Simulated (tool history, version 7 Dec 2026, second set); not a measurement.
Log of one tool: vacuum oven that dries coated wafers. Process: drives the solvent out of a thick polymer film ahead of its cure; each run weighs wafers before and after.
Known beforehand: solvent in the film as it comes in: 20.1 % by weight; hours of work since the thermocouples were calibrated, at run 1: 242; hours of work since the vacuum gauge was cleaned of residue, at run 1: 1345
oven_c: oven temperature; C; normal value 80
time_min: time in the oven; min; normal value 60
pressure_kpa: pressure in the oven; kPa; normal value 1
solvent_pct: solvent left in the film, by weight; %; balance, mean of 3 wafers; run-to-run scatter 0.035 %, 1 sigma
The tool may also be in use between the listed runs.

run,day,oven_c,time_min,pressure_kpa,hours of work since the thermocouples were calibrated,hours of work since the vacuum gauge was cleaned of residue,solvent_pct
1,0,80,60,1,242,1345,2.06
2,1.642,80,60,1,270,1372,2.04
3,3.75,80,60,1,305,1408,2
4,4.896,80,60,0.85,324,1427,1.93
5,7.129,80,60,0.85,361,1464,1.99
6,8.4,80,60,2.7,382,1485,2.97
7,10.421,90,60,1,416,1519,0.77
8,11.504,80,60,2.58,434,1537,2.9
# day 11.712: oven's thermocouples calibrated
9,13.392,80,60,1,28,1567,2.02
10,15.621,80,60,1,65,1604,2.05
11,17.25,80,60,1,92,1631,1.99
12,18.392,82,60,0.54,111,1650,1.47
13,20.083,84,31,0.54,139,1678,3.52
14,21.454,83,60,2.25,162,1701,2.11
15,22.579,83,60,2.25,181,1720,2.15
# day 22.996: oven's thermocouples calibrated, once more
16,24.133,80,88,0.55,19,1744,0.98
17,26.383,75,60,1,56,1782,3.32
18,28.412,92,60,2.02,90,1815,1.01
19,29.588,89,88,1,110,1835,0.7
20,31.083,89,96,1.71,135,1860,0.96
21,32.904,89,77,3.34,165,1890,1.71
22,35.058,79,67,2.55,201,1926,2.98

4 options for the next run, each taken on its own from the tool as it stands now. Forecast them:
A,37.033,80,70,3.57,234,1959,?
B,37.033,82,67,0.76,234,1959,?
C,37.033,77,30,1.94,234,1959,?
D,37.033,80,60,0.86,234,1959,?

run,solvent_pct
A,3.19
B,1.38
C,6.77
D,2.07
The same runs, with their run-to-run variation unchanged, on a tool lacking any hidden condition would have given:
run,solvent_pct
A,2.86
B,1.07
C,6.46
D,1.74
